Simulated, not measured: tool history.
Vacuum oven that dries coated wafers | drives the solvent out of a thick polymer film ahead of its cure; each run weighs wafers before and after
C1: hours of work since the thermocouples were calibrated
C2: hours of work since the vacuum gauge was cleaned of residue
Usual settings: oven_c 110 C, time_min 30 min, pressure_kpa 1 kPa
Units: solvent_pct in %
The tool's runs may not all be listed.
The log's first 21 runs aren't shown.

run 22 hour=1397.6 | oven_c=111 time_min=30 pressure_kpa=1 | C1=571 C2=97 | solvent_pct=1.329
run 23 hour=1473.9 | oven_c=110 time_min=25 pressure_kpa=1 | C1=621 C2=147 | solvent_pct=2.09
run 24 hour=1519.8 | oven_c=114 time_min=45 pressure_kpa=3.19 | C1=651 C2=177 | solvent_pct=1.535
run 25 hour=1593.4 | oven_c=114 time_min=16 pressure_kpa=0.92 | C1=700 C2=226 | solvent_pct=2.982
run 26 hour=1672.7 | oven_c=114 time_min=16 pressure_kpa=0.92 | C1=752 C2=278 | solvent_pct=2.961
run 27 hour=1718.6 | oven_c=114 time_min=16 pressure_kpa=0.92 | C1=783 C2=308 | solvent_pct=2.954
run 28 hour=1754.3 | oven_c=114 time_min=16 pressure_kpa=0.92 | C1=806 C2=332 | solvent_pct=2.945
run 29 hour=1837.5 | oven_c=103 time_min=30 pressure_kpa=1 | C1=861 C2=387 | solvent_pct=3.007
run 30 hour=1877.6 | oven_c=101 time_min=34 pressure_kpa=3.09 | C1=887 C2=413 | solvent_pct=4.302
run 31 hour=1955.8 | oven_c=110 time_min=30 pressure_kpa=1.51 | C1=939 C2=465 | solvent_pct=1.693
run 32 hour=2006.2 | oven_c=97 time_min=24 pressure_kpa=1.33 | C1=972 C2=498 | solvent_pct=6.464
run 33 hour=2079.4 | oven_c=100 time_min=24 pressure_kpa=1.21 | C1=1021 C2=546 | solvent_pct=5.213
-- hour=2116.4 oven's thermocouples calibrated
run 34 hour=2163.3 | oven_c=104 time_min=35 pressure_kpa=1 | C1=31 C2=600 | solvent_pct=2.366
run 35 hour=2221.1 | oven_c=109 time_min=30 pressure_kpa=1.07 | C1=69 C2=639 | solvent_pct=1.86
run 36 hour=2261.8 | oven_c=113 time_min=18 pressure_kpa=1.06 | C1=96 C2=665 | solvent_pct=2.947
run 37 hour=2318.9 | oven_c=110 time_min=22 pressure_kpa=0.72 | C1=134 C2=703 | solvent_pct=2.635
run 38 hour=2364.5 | oven_c=117 time_min=33 pressure_kpa=0.9 | C1=164 C2=733 | solvent_pct=0.622
run 39 hour=2422.2 | oven_c=117 time_min=33 pressure_kpa=0.9 | C1=202 C2=771 | solvent_pct=0.609
run 40 hour=2470.7 | oven_c=117 time_min=33 pressure_kpa=0.9 | C1=234 C2=803 | solvent_pct=0.623
run 41 hour=2536.8 | oven_c=111 time_min=35 pressure_kpa=1 | C1=277 C2=847 | solvent_pct=1.082
run 42 hour=2601.3 | oven_c=111 time_min=35 pressure_kpa=1 | C1=320 C2=889 | solvent_pct=1.094
run 43 hour=2671.1 | oven_c=104 time_min=25 pressure_kpa=0.64 | C1=366 C2=936 | solvent_pct=3.629
run 44 hour=2754.2 | oven_c=125 time_min=30 pressure_kpa=3.27 | C1=421 C2=990 | solvent_pct=1.138
run 45 hour=2809.1 | oven_c=125 time_min=21 pressure_kpa=3.64 | C1=457 C2=1027 | solvent_pct=1.438

Forecast each of these 5 alternatives for the next run:
run A hour=2866.7 | oven_c=113 time_min=23 pressure_kpa=3.18 | C1=495 C2=1065 | solvent_pct=?
run B hour=2866.7 | oven_c=105 time_min=30 pressure_kpa=1 | C1=495 C2=1065 | solvent_pct=?
run C hour=2866.7 | oven_c=101 time_min=21 pressure_kpa=1.82 | C1=495 C2=1065 | solvent_pct=?
run D hour=2866.7 | oven_c=106 time_min=24 pressure_kpa=2.31 | C1=495 C2=1065 | solvent_pct=?
run E hour=2866.7 | oven_c=123 time_min=54 pressure_kpa=2.19 | C1=495 C2=1065 | solvent_pct=?

run=A solvent_pct=2.803
run=B solvent_pct=2.626
run=C solvent_pct=6.258
run=D solvent_pct=4.059
run=E solvent_pct=0.806
Without the tool's hidden state the same runs would have given:
run=A solvent_pct=2.934
run=B solvent_pct=2.771
run=C solvent_pct=6.506
run=D solvent_pct=4.255
run=E solvent_pct=0.779
